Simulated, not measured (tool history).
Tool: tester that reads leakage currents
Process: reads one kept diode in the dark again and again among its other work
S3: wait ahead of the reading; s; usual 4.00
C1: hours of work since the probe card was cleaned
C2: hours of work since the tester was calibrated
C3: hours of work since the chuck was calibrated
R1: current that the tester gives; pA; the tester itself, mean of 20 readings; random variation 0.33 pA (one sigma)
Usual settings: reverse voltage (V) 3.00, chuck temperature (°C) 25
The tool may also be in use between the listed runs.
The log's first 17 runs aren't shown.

Run 18, hour 1768.5: usual settings but chuck temperature (°C) 33; C1 965; C2 1581; C3 588. Result: R1 194.74 pA.
Run 19, hour 1843.5: usual settings but S3 4.94 s; C1 1021; C2 1638; C3 645. Result: R1 104.27 pA.
Run 20, hour 1915.4: usual settings; C1 1076; C2 1693; C3 699. Result: R1 103.85 pA.
Run 21, hour 2022.3: usual settings; C1 1157; C2 1774; C3 780. Result: R1 103.01 pA.
Run 22, hour 2090.6: usual settings but reverse voltage (V) 12.55, chuck temperature (°C) 58; C1 1209; C2 1825; C3 832. Result: R1 2616.54 pA.
Run 23, hour 2225.4: usual settings but reverse voltage (V) 3.79, chuck temperature (°C) 57, S3 1.73 s; C1 1311; C2 1928; C3 934. Result: R1 1187.10 pA.
Run 24, hour 2363.8: usual settings but reverse voltage (V) 3.79, chuck temperature (°C) 57, S3 1.73 s; C1 1416; C2 2032; C3 1039. Result: R1 1184.74 pA.
Run 25, hour 2499.3: usual settings but reverse voltage (V) 4.06, chuck temperature (°C) 30, S3 2.23 s; C1 1518; C2 2135; C3 1142. Result: R1 178.70 pA.
Run 26, hour 2575.9: usual settings but reverse voltage (V) 4.06, chuck temperature (°C) 30, S3 2.23 s; C1 1576; C2 2193; C3 1200. Result: R1 178.98 pA.
Run 27, hour 2660.8: usual settings but reverse voltage (V) 3.26, chuck temperature (°C) 34, S3 2.23 s; C1 1641; C2 2258; C3 1264. Result: R1 212.38 pA.
Run 28, hour 2767.4: usual settings but reverse voltage (V) 1.08, chuck temperature (°C) 33, S3 5.24 s; C1 1721; C2 2338; C3 1345. Result: R1 101.31 pA.
Run 29, hour 2882.9: usual settings but reverse voltage (V) 13.90, chuck temperature (°C) 38, S3 0.84 s; C1 1809; C2 2426; C3 1432. Result: R1 682.58 pA.
Run 30, hour 3004.6: usual settings but chuck temperature (°C) 48, S3 0.65 s; C1 1901; C2 2518; C3 1525. Result: R1 551.92 pA.
Run 31, hour 3118.3: usual settings but chuck temperature (°C) 48, S3 0.65 s; C1 1987; C2 2604; C3 1611. Result: R1 547.28 pA.
Run 32, hour 3194.1: usual settings but chuck temperature (°C) 48, S3 2.21 s; C1 2045; C2 2662; C3 1668. Result: R1 545.26 pA.
At hour 3234.2: chuck's temperature calibrated.
Run 33, hour 3297.4: usual settings but reverse voltage (V) 1.83, chuck temperature (°C) 56, S3 0.65 s; C1 2122; C2 2738; C3 48. Result: R1 735.62 pA.
Run 34, hour 3367.3: usual settings but reverse voltage (V) 6.94, chuck temperature (°C) 38, S3 1.96 s; C1 2174; C2 2791; C3 101. Result: R1 467.49 pA.
Run 35, hour 3491.3: usual settings but reverse voltage (V) 19.82, S3 0.52 s; C1 2268; C2 2885; C3 195. Result: R1 329.95 pA.
Run 36, hour 3604.7: usual settings but reverse voltage (V) 1.38, chuck temperature (°C) 27, S3 3.88 s; C1 2354; C2 2971; C3 281. Result: R1 76.21 pA.
Run 37, hour 3700.1: usual settings but reverse voltage (V) 7.31, chuck temperature (°C) 43, S3 1.31 s; C1 2427; C2 3044; C3 353. Result: R1 686.10 pA.
Run 38, hour 3776.0: usual settings but reverse voltage (V) 7.31, chuck temperature (°C) 43, S3 1.31 s; C1 2484; C2 3101; C3 411. Result: R1 681.52 pA.
Run 39, hour 3906.3: usual settings but reverse voltage (V) 7.43, chuck temperature (°C) 43, S3 0.80 s; C1 2583; C2 3200; C3 509. Result: R1 688.27 pA.

Forecast each of these 3 alternatives for the next run:
Run A, hour 4039.0: usual settings but reverse voltage (V) 18.07; C1 2683; C2 3300; C3 610. Result: R1 ?.
Run B, hour 4039.0: usual settings but chuck temperature (°C) 28, S3 5.73 s; C1 2683; C2 3300; C3 610. Result: R1 ?.
Run C, hour 4039.0: usual settings but reverse voltage (V) 4.49; C1 2683; C2 3300; C3 610. Result: R1 ?.

run      R1
  A  303.15
  B  130.13
  C  131.00
Without the tool's hidden state the same runs would have given:
run      R1
  A  313.57
  B  135.88
  C  136.47

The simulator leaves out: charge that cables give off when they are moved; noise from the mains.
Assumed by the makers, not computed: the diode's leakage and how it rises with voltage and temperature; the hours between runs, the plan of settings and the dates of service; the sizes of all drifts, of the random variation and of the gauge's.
